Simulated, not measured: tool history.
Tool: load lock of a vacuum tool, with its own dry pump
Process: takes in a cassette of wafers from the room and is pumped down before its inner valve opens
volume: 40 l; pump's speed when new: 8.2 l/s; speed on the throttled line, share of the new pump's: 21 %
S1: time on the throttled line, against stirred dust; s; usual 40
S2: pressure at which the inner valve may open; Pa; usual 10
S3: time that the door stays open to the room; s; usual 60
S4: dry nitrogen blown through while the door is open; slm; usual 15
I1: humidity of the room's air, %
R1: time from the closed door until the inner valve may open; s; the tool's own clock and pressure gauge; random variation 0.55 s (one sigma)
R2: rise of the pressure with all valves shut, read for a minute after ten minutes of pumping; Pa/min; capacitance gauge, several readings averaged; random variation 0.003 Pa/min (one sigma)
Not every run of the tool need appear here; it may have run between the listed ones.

run 1 hour=0.0 | S1=40 S2=10 S3=60 S4=15 | I1=41.7 | R1=78.1 R2=0.018
-- hour=87.4 dry pump taken out, an overhauled one fitted
run 2 hour=444.4 | S1=40 S2=10 S3=60 S4=15 | I1=45.8 | R1=76.4 R2=0.026
run 3 hour=764.0 | S1=40 S2=10 S3=60 S4=15 | I1=47.3 | R1=77.3 R2=0.026
run 4 hour=1383.5 | S1=40 S2=10 S3=60 S4=5 | I1=45.7 | R1=77.1 R2=0.036
run 5 hour=1819.0 | S1=40 S2=10 S3=60 S4=5 | I1=42.3 | R1=77.2 R2=0.031
run 6 hour=2437.4 | S1=40 S2=10 S3=60 S4=5 | I1=45.1 | R1=76.6 R2=0.030
run 7 hour=2951.9 | S1=40 S2=10 S3=60 S4=5 | I1=45.1 | R1=77.5 R2=0.032
run 8 hour=3484.5 | S1=40 S2=10 S3=60 S4=15 | I1=45.3 | R1=77.6 R2=0.019
run 9 hour=3752.9 | S1=40 S2=10 S3=60 S4=15 | I1=45.6 | R1=77.3 R2=0.017
run 10 hour=4361.9 | S1=40 S2=10 S3=60 S4=15 | I1=44.7 | R1=77.3 R2=0.024
run 11 hour=5015.4 | S1=40 S2=10 S3=60 S4=15 | I1=48.2 | R1=77.3 R2=0.030
run 12 hour=5363.2 | S1=40 S2=10 S3=60 S4=15 | I1=45.7 | R1=76.6 R2=0.022
run 13 hour=5954.9 | S1=40 S2=10 S3=60 S4=15 | I1=47.6 | R1=77.9 R2=0.022
run 14 hour=6254.7 | S1=40 S2=10 S3=60 S4=15 | I1=44.1 | R1=77.0 R2=0.027
run 15 hour=6555.3 | S1=40 S2=10 S3=60 S4=15 | I1=41.0 | R1=77.1 R2=0.021
run 16 hour=7026.2 | S1=40 S2=10 S3=60 S4=23 | I1=44.0 | R1=77.3 R2=0.019
run 17 hour=7540.1 | S1=22 S2=15 S3=60 S4=9 | I1=44.4 | R1=61.3 R2=0.029
run 18 hour=7984.1 | S1=22 S2=13 S3=60 S4=24 | I1=43.6 | R1=61.8 R2=0.018
run 19 hour=8251.1 | S1=40 S2=10 S3=27 S4=15 | I1=47.4 | R1=76.8 R2=0.018
run 20 hour=8540.5 | S1=67 S2=15 S3=60 S4=10 | I1=45.8 | R1=96.3 R2=0.030
run 21 hour=9085.0 | S1=44 S2=17 S3=127 S4=5 | I1=43.2 | R1=76.6 R2=0.050
run 22 hour=9492.2 | S1=31 S2=17 S3=201 S4=5 | I1=48.1 | R1=67.8 R2=0.089
-- hour=9735.6 door's seal changed, seat wiped
run 23 hour=10000.3 | S1=31 S2=17 S3=201 S4=5 | I1=46.5 | R1=66.2 R2=0.079
run 24 hour=10647.2 | S1=42 S2=9 S3=59 S4=9 | I1=44.5 | R1=78.6 R2=0.026
run 25 hour=10937.9 | S1=23 S2=9 S3=59 S4=21 | I1=47.4 | R1=63.9 R2=0.021
run 26 hour=11386.0 | S1=23 S2=9 S3=59 S4=21 | I1=39.8 | R1=64.1 R2=0.016
run 27 hour=11714.3 | S1=23 S2=9 S3=59 S4=21 | I1=44.1 | R1=64.2 R2=0.018

Below are 5 alternative next runs, each starting from the tool's condition after run 27. Predict each:
run A hour=12253.2 | S1=40 S2=10 S3=105 S4=15 | I1=46.7 | R1=? R2=?
run B hour=12253.2 | S1=42 S2=10 S3=60 S4=28 | I1=42.1 | R1=? R2=?
run C hour=12253.2 | S1=40 S2=10 S3=60 S4=10 | I1=47.2 | R1=? R2=?
run D hour=12253.2 | S1=23 S2=9 S3=59 S4=21 | I1=45.3 | R1=? R2=?
run E hour=12253.2 | S1=23 S2=20 S3=59 S4=21 | I1=44.4 | R1=? R2=?

run=A R1=76.0 R2=0.031
run=B R1=79.2 R2=0.023
run=C R1=76.4 R2=0.032
run=D R1=64.0 R2=0.024
run=E R1=60.0 R2=0.020
With no hidden state in the tool, these same runs would have given:
run=A R1=76.0 R2=0.031
run=B R1=79.2 R2=0.023
run=C R1=76.4 R2=0.032
run=D R1=63.9 R2=0.024
run=E R1=60.0 R2=0.020

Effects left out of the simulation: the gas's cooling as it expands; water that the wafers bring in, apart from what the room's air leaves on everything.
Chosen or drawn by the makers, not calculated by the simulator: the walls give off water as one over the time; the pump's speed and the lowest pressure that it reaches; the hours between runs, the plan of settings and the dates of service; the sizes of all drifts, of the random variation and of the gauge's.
